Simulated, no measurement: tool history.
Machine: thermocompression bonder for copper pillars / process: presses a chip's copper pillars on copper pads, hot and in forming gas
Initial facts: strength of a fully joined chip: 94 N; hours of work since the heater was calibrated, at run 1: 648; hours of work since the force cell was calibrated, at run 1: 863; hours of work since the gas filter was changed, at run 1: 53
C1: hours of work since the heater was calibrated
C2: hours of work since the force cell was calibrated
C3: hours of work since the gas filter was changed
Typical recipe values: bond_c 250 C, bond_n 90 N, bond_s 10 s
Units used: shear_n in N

run 1 day=0 | bond_c=250 bond_n=90 bond_s=10 | C1=648 C2=863 C3=53 | shear_n=62.7
run 2 day=2.029 | bond_c=250 bond_n=90 bond_s=10 | C1=669 C2=884 C3=73 | shear_n=62.4
run 3 day=3.442 | bond_c=250 bond_n=90 bond_s=10 | C1=683 C2=898 C3=87 | shear_n=62.3
run 4 day=5.375 | bond_c=250 bond_n=90 bond_s=10 | C1=702 C2=917 C3=107 | shear_n=61.4
run 5 day=8.388 | bond_c=250 bond_n=90 bond_s=10 | C1=733 C2=948 C3=137 | shear_n=61
run 6 day=11.362 | bond_c=250 bond_n=90 bond_s=10 | C1=762 C2=978 C3=167 | shear_n=60.4
run 7 day=14.108 | bond_c=250 bond_n=87 bond_s=10 | C1=790 C2=1005 C3=195 | shear_n=59.7
run 8 day=16.25 | bond_c=250 bond_n=87 bond_s=10 | C1=812 C2=1027 C3=216 | shear_n=59
run 9 day=17.654 | bond_c=250 bond_n=87 bond_s=10 | C1=826 C2=1041 C3=230 | shear_n=58.8
-- day=18.017 forming gas filter changed
run 10 day=19.75 | bond_c=250 bond_n=87 bond_s=10 | C1=847 C2=1062 C3=17 | shear_n=63.1
run 11 day=21.312 | bond_c=250 bond_n=87 bond_s=10 | C1=862 C2=1077 C3=33 | shear_n=63.1
run 12 day=22.788 | bond_c=250 bond_n=87 bond_s=10 | C1=877 C2=1092 C3=48 | shear_n=62.3
run 13 day=24.462 | bond_c=250 bond_n=90 bond_s=10 | C1=894 C2=1109 C3=65 | shear_n=63.6
run 14 day=25.9 | bond_c=246 bond_n=90 bond_s=10 | C1=908 C2=1124 C3=79 | shear_n=59.2
run 15 day=27.338 | bond_c=246 bond_n=90 bond_s=10 | C1=923 C2=1138 C3=94 | shear_n=59
run 16 day=29.175 | bond_c=246 bond_n=90 bond_s=10 | C1=941 C2=1156 C3=112 | shear_n=59.2
run 17 day=31.208 | bond_c=250 bond_n=90 bond_s=10 | C1=962 C2=1177 C3=133 | shear_n=61.8
run 18 day=32.654 | bond_c=250 bond_n=90 bond_s=10 | C1=976 C2=1191 C3=147 | shear_n=61.3
run 19 day=34.992 | bond_c=250 bond_n=90 bond_s=10 | C1=1000 C2=1215 C3=171 | shear_n=61.8
run 20 day=37.208 | bond_c=237 bond_n=55 bond_s=20 | C1=1022 C2=1237 C3=193 | shear_n=52.1
run 21 day=38.983 | bond_c=265 bond_n=77 bond_s=20 | C1=1040 C2=1255 C3=211 | shear_n=76.6
-- day=41.496 forming gas filter changed
run 22 day=41.496 | bond_c=265 bond_n=77 bond_s=20 | C1=1065 C2=1280 C3=0 | shear_n=81.4
run 23 day=44.292 | bond_c=222 bond_n=77 bond_s=20 | C1=1093 C2=1308 C3=28 | shear_n=50.9
run 24 day=46.429 | bond_c=243 bond_n=57 bond_s=15 | C1=1114 C2=1330 C3=50 | shear_n=56
run 25 day=49.258 | bond_c=228 bond_n=97 bond_s=21 | C1=1143 C2=1358 C3=78 | shear_n=61.6
-- day=49.479 force cell calibrated
run 26 day=50.804 | bond_c=257 bond_n=94 bond_s=7 | C1=1158 C2=13 C3=93 | shear_n=62.8
run 27 day=53.071 | bond_c=227 bond_n=121 bond_s=10 | C1=1181 C2=36 C3=116 | shear_n=51.5
-- day=54.612 heater calibrated with a thermocouple chip
run 28 day=54.612 | bond_c=265 bond_n=68 bond_s=14 | C1=0 C2=51 C3=130 | shear_n=68.6
run 29 day=56.133 | bond_c=251 bond_n=69 bond_s=6 | C1=15 C2=66 C3=146 | shear_n=44.6
run 30 day=59.117 | bond_c=258 bond_n=66 bond_s=6 | C1=45 C2=96 C3=176 | shear_n=48.8
run 31 day=60.9 | bond_c=225 bond_n=90 bond_s=13 | C1=63 C2=114 C3=194 | shear_n=43.4
run 32 day=62.533 | bond_c=271 bond_n=64 bond_s=5 | C1=80 C2=130 C3=210 | shear_n=53.4
run 33 day=64.662 | bond_c=271 bond_n=64 bond_s=5 | C1=101 C2=152 C3=231 | shear_n=52.1
-- day=65.071 forming gas filter changed
-- day=66.692 force cell calibrated, once more
run 34 day=66.692 | bond_c=271 bond_n=70 bond_s=13 | C1=121 C2=0 C3=16 | shear_n=75.6
run 35 day=69.725 | bond_c=261 bond_n=70 bond_s=13 | C1=151 C2=30 C3=46 | shear_n=69.5
run 36 day=71.892 | bond_c=221 bond_n=117 bond_s=14 | C1=173 C2=52 C3=68 | shear_n=50.7
run 37 day=73.9 | bond_c=230 bond_n=121 bond_s=8 | C1=193 C2=72 C3=88 | shear_n=48.6
run 38 day=76.062 | bond_c=274 bond_n=79 bond_s=11 | C1=215 C2=94 C3=110 | shear_n=75.2

The same runs without the tool's hidden state, with the same run-to-run variation:
Unlogged tool condition in this case: true temperature of the bond over the reading, C; force that reaches the chip, % of what is set; oxide that the forming gas leaves, % of the face; drift of the gauge itself on shear_n, %.
run=1 shear_n=62.8
run=2 shear_n=62.9
run=3 shear_n=62.9
run=4 shear_n=62.4
run=5 shear_n=62.5
run=6 shear_n=62.4
run=7 shear_n=62.1
run=8 shear_n=61.7
run=9 shear_n=61.8
run=10 shear_n=62.1
run=11 shear_n=62.4
run=12 shear_n=61.8
run=13 shear_n=63.4
run=14 shear_n=59.2
run=15 shear_n=59.3
run=16 shear_n=59.7
run=17 shear_n=62.8
run=18 shear_n=62.5
run=19 shear_n=63.4
run=20 shear_n=53.5
run=21 shear_n=80.6
run=22 shear_n=80.2
run=23 shear_n=49.1
run=24 shear_n=54.8
run=25 shear_n=60.7
run=26 shear_n=63
run=27 shear_n=51.3
run=28 shear_n=73.3
run=29 shear_n=48.5
run=30 shear_n=53.4
run=31 shear_n=47.8
run=32 shear_n=58.9
run=33 shear_n=57.8
run=34 shear_n=75.9
run=35 shear_n=70.3
run=36 shear_n=51.4
run=37 shear_n=49.5
run=38 shear_n=77.4
